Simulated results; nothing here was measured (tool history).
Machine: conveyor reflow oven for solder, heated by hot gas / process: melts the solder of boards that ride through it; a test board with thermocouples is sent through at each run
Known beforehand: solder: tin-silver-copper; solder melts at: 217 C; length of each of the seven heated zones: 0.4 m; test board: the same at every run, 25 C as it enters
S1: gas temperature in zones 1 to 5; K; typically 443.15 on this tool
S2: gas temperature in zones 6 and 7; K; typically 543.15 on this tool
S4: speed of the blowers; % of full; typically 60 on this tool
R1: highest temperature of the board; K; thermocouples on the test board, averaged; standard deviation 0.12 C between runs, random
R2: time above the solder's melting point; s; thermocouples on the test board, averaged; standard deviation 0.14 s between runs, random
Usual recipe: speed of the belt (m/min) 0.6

Run 1, day 0: usual settings. Result: R1 519.85 K, R2 51.8 s.
Run 2, day 0.492: usual settings. Result: R1 519.65 K, R2 52 s.
At day 0.971: flux residue cleaned out of gas plates and filters.
Run 3, day 1.233: usual settings. Result: R1 517.55 K, R2 48.9 s.
Run 4, day 1.854: usual settings but S1 446.15 K. Result: R1 518.15 K, R2 50.4 s.
Run 5, day 2.496: usual settings but S1 446.15 K. Result: R1 518.05 K, R2 50.4 s.
Run 6, day 3.162: usual settings but S1 429.15 K. Result: R1 513.65 K, R2 40.1 s.
Run 7, day 3.754: usual settings but S2 555.15 K. Result: R1 526.65 K, R2 57.1 s.
Run 8, day 4.621: usual settings but S2 555.15 K. Result: R1 526.65 K, R2 56.9 s.
Run 9, day 5.671: usual settings but S2 536.15 K. Result: R1 511.25 K, R2 41.9 s.
Run 10, day 6.554: usual settings but S2 536.15 K. Result: R1 511.25 K, R2 41.8 s.
At day 6.858: flux residue cleaned out of gas plates and filters, once more.
Run 11, day 7.538: usual settings. Result: R1 522.85 K, R2 55.1 s.
Run 12, day 8.358: usual settings. Result: R1 522.55 K, R2 55 s.
Run 13, day 9.296: usual settings but S2 531.15 K. Result: R1 512.35 K, R2 45.5 s.
Run 14, day 9.758: usual settings but S2 534.15 K. Result: R1 515.05 K, R2 47.7 s.
Run 15, day 10.504: usual settings but S1 439.15 K, S2 534.15 K. Result: R1 514.05 K, R2 45.4 s.
Run 16, day 11.062: usual settings but S1 439.15 K, S2 554.15 K, speed of the belt (m/min) 0.609. Result: R1 530.05 K, R2 58.4 s.
Run 17, day 11.525: usual settings but S1 456.15 K, S2 533.15 K, speed of the belt (m/min) 0.718. Result: R1 510.65 K, R2 37.8 s.
Run 18, day 12.521: usual settings but S1 451.15 K, S2 536.15 K, speed of the belt (m/min) 0.658. Result: R1 514.65 K, R2 45 s.
Run 19, day 13.412: usual settings but S1 433.15 K, S2 541.15 K, speed of the belt (m/min) 0.658. Result: R1 514.05 K, R2 38.9 s.
Run 20, day 14.192: usual settings but S2 553.15 K, speed of the belt (m/min) 0.611. Result: R1 529.55 K, R2 59.1 s.
Run 21, day 15.162: usual settings but S1 453.15 K, S2 535.15 K, speed of the belt (m/min) 0.607, S4 58 % of full. Result: R1 516.65 K, R2 52.3 s.
Run 22, day 15.679: usual settings but S1 453.15 K, S2 535.15 K, speed of the belt (m/min) 0.63, S4 73 % of full. Result: R1 518.35 K, R2 52.8 s.
Run 23, day 16.3: usual settings but S1 453.15 K, S2 535.15 K, speed of the belt (m/min) 0.63, S4 73 % of full. Result: R1 518.05 K, R2 52.6 s.
Run 24, day 16.85: usual settings but S1 453.15 K, S2 535.15 K, speed of the belt (m/min) 0.63, S4 73 % of full. Result: R1 518.15 K, R2 52.7 s.
Run 25, day 17.596: usual settings but speed of the belt (m/min) 0.526, S4 82 % of full. Result: R1 530.15 K, R2 71.4 s.
Run 26, day 18.171: usual settings but S1 431.15 K, S2 533.15 K, speed of the belt (m/min) 0.54, S4 83 % of full. Result: R1 518.75 K, R2 55.6 s.
Run 27, day 18.95: usual settings but S1 431.15 K, S2 533.15 K, speed of the belt (m/min) 0.54, S4 83 % of full. Result: R1 518.65 K, R2 55.6 s.
Run 28, day 19.471: usual settings but S1 431.15 K, S2 533.15 K, speed of the belt (m/min) 0.54, S4 83 % of full. Result: R1 518.55 K, R2 55.5 s.
Run 29, day 20.258: usual settings but S1 431.15 K, S2 533.15 K, speed of the belt (m/min) 0.688, S4 68 % of full. Result: R1 506.25 K, R2 28 s.
Run 30, day 20.925: usual settings but S2 555.15 K, S4 50 % of full. Result: R1 527.95 K, R2 58.5 s.

Alternative continuations, all from the tool just after run 30; predict every row:
Run A, day 21.933: usual settings but S2 539.15 K, S4 58 % of full. Result: R1 ?, R2 ?.
Run B, day 21.933: usual settings but speed of the belt (m/min) 0.589, S4 75 % of full. Result: R1 ?, R2 ?.
Run C, day 21.933: usual settings but S1 448.15 K, S2 555.15 K, speed of the belt (m/min) 0.517, S4 80 % of full. Result: R1 ?, R2 ?.

run      R1    R2
  A  517.25  49.5
  B  524.75  58.3
  C  541.15  81.7
Stripped of hidden state, with their random variation kept, the same runs would have yielded:
run      R1    R2
  A  518.35  50.9
  B  526.05  59.5
  C  542.15    82
